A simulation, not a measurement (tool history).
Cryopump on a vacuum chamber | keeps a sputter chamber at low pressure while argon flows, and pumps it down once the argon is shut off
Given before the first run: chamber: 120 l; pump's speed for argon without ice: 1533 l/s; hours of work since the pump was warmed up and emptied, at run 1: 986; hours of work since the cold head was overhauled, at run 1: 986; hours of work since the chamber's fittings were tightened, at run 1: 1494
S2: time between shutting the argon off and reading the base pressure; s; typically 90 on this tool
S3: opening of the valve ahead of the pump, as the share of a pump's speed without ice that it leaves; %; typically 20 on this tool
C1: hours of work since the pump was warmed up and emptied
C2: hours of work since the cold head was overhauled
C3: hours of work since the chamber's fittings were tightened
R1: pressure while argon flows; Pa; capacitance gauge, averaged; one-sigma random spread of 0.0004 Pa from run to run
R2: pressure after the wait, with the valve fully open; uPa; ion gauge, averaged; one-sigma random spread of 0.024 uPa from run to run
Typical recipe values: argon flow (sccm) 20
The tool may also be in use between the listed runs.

run 1 hour=0.0 | argon_flow_(sccm)=20 S2=90 S3=20 | C1=986 C2=986 C3=1494 | R1=0.1150 R2=1.27
run 2 hour=94.2 | argon_flow_(sccm)=20 S2=90 S3=20 | C1=1044 C2=1044 C3=1552 | R1=0.1161 R2=1.30
run 3 hour=139.0 | argon_flow_(sccm)=20 S2=90 S3=20 | C1=1071 C2=1071 C3=1579 | R1=0.1155 R2=1.34
run 4 hour=225.3 | argon_flow_(sccm)=20 S2=90 S3=31 | C1=1124 C2=1124 C3=1631 | R1=0.0771 R2=1.34
-- hour=253.8 pump warmed up, emptied and cooled again
run 5 hour=284.3 | argon_flow_(sccm)=20 S2=90 S3=20 | C1=19 C2=1156 C3=1664 | R1=0.1114 R2=1.19
run 6 hour=376.3 | argon_flow_(sccm)=20 S2=90 S3=20 | C1=75 C2=1213 C3=1720 | R1=0.1111 R2=1.28
run 7 hour=448.0 | argon_flow_(sccm)=20 S2=90 S3=25 | C1=118 C2=1256 C3=1764 | R1=0.0889 R2=1.26
run 8 hour=489.7 | argon_flow_(sccm)=20 S2=90 S3=34 | C1=144 C2=1282 C3=1789 | R1=0.0661 R2=1.27
run 9 hour=574.8 | argon_flow_(sccm)=20 S2=90 S3=34 | C1=195 C2=1333 C3=1841 | R1=0.0662 R2=1.29
run 10 hour=660.2 | argon_flow_(sccm)=20 S2=90 S3=34 | C1=247 C2=1385 C3=1893 | R1=0.0662 R2=1.28
run 11 hour=729.6 | argon_flow_(sccm)=20 S2=90 S3=20 | C1=290 C2=1428 C3=1935 | R1=0.1120 R2=1.26
run 12 hour=783.5 | argon_flow_(sccm)=20 S2=90 S3=20 | C1=322 C2=1460 C3=1968 | R1=0.1129 R2=1.31
run 13 hour=886.8 | argon_flow_(sccm)=20 S2=90 S3=20 | C1=385 C2=1523 C3=2031 | R1=0.1116 R2=1.31
run 14 hour=933.6 | argon_flow_(sccm)=16 S2=90 S3=20 | C1=414 C2=1552 C3=2060 | R1=0.0897 R2=1.35
run 15 hour=989.5 | argon_flow_(sccm)=16 S2=90 S3=20 | C1=448 C2=1586 C3=2094 | R1=0.0899 R2=1.29
run 16 hour=1065.5 | argon_flow_(sccm)=16 S2=90 S3=20 | C1=494 C2=1632 C3=2140 | R1=0.0893 R2=1.40
run 17 hour=1151.7 | argon_flow_(sccm)=17 S2=25 S3=23 | C1=547 C2=1685 C3=2192 | R1=0.0840 R2=3.17
run 18 hour=1224.1 | argon_flow_(sccm)=17 S2=25 S3=23 | C1=591 C2=1729 C3=2236 | R1=0.0836 R2=3.15
run 19 hour=1290.1 | argon_flow_(sccm)=20 S2=199 S3=20 | C1=631 C2=1769 C3=2277 | R1=0.1136 R2=1.04
run 20 hour=1345.2 | argon_flow_(sccm)=20 S2=199 S3=20 | C1=664 C2=1802 C3=2310 | R1=0.1137 R2=1.03
run 21 hour=1402.9 | argon_flow_(sccm)=23 S2=39 S3=47 | C1=700 C2=1837 C3=2345 | R1=0.0581 R2=2.39
run 22 hour=1504.9 | argon_flow_(sccm)=20 S2=23 S3=43 | C1=762 C2=1900 C3=2407 | R1=0.0551 R2=3.45
run 23 hour=1562.2 | argon_flow_(sccm)=20 S2=23 S3=43 | C1=797 C2=1935 C3=2442 | R1=0.0551 R2=3.51
run 24 hour=1630.7 | argon_flow_(sccm)=13 S2=116 S3=38 | C1=838 C2=1976 C3=2484 | R1=0.0406 R2=1.40
-- hour=1723.6 leaking fittings of the chamber tightened, without venting
run 25 hour=1727.0 | argon_flow_(sccm)=35 S2=86 S3=27 | C1=896 C2=2034 C3=2 | R1=0.1508 R2=0.97
run 26 hour=1830.7 | argon_flow_(sccm)=22 S2=90 S3=45 | C1=959 C2=2097 C3=65 | R1=0.0594 R2=0.97
run 27 hour=1894.0 | argon_flow_(sccm)=22 S2=90 S3=45 | C1=997 C2=2135 C3=104 | R1=0.0591 R2=0.98
run 28 hour=1963.4 | argon_flow_(sccm)=11 S2=90 S3=43 | C1=1040 C2=2178 C3=146 | R1=0.0312 R2=1.03
run 29 hour=2054.7 | argon_flow_(sccm)=29 S2=90 S3=35 | C1=1095 C2=2233 C3=202 | R1=0.0999 R2=1.03
-- hour=2132.1 pump warmed up, emptied and cooled again
run 30 hour=2156.1 | argon_flow_(sccm)=13 S2=90 S3=20 | C1=15 C2=2292 C3=260 | R1=0.0719 R2=0.97
run 31 hour=2220.7 | argon_flow_(sccm)=13 S2=90 S3=20 | C1=54 C2=2331 C3=300 | R1=0.0721 R2=0.98
run 32 hour=2273.1 | argon_flow_(sccm)=15 S2=66 S3=45 | C1=86 C2=2363 C3=331 | R1=0.0372 R2=1.24

Some steps in R1 between neighbouring runs. How much of each would the tool show without its hidden state too (settings, what came in, random variation), and how much is left for the hidden state, with any gauge scatter that isn't in both results?
Hidden state present: pump's speed, % of a pump's without ice; cold plate's temperature, K; leak into the chamber, uPa l/s; drift of the gauge itself on working_pa, %; drift of the gauge itself on base_upa, %.
Run 4 -> 5: S3 31 -> 20, pump warmed up, emptied and cooled again. R1 +0.0343 Pa: hidden state -0.0051, all else +0.0394.
Run 24 -> 25: argon flow (sccm) 13 -> 35, S2 116 -> 86, S3 38 -> 27, leaking fittings of the chamber tightened, without venting. R1 +0.1102 Pa: hidden state +0.0051, all else +0.1051.
Run 25 -> 26: argon flow (sccm) 35 -> 22, S2 86 -> 90, S3 27 -> 45. R1 -0.0914 Pa: hidden state -0.0025, all else -0.0889.
Run 28 -> 29: argon flow (sccm) 11 -> 29, S3 43 -> 35. R1 +0.0687 Pa: hidden state +0.0053, all else +0.0634.
Run 29 -> 30: argon flow (sccm) 29 -> 13, S3 35 -> 20, pump warmed up, emptied and cooled again. R1 -0.0280 Pa: hidden state -0.0075, all else -0.0205.
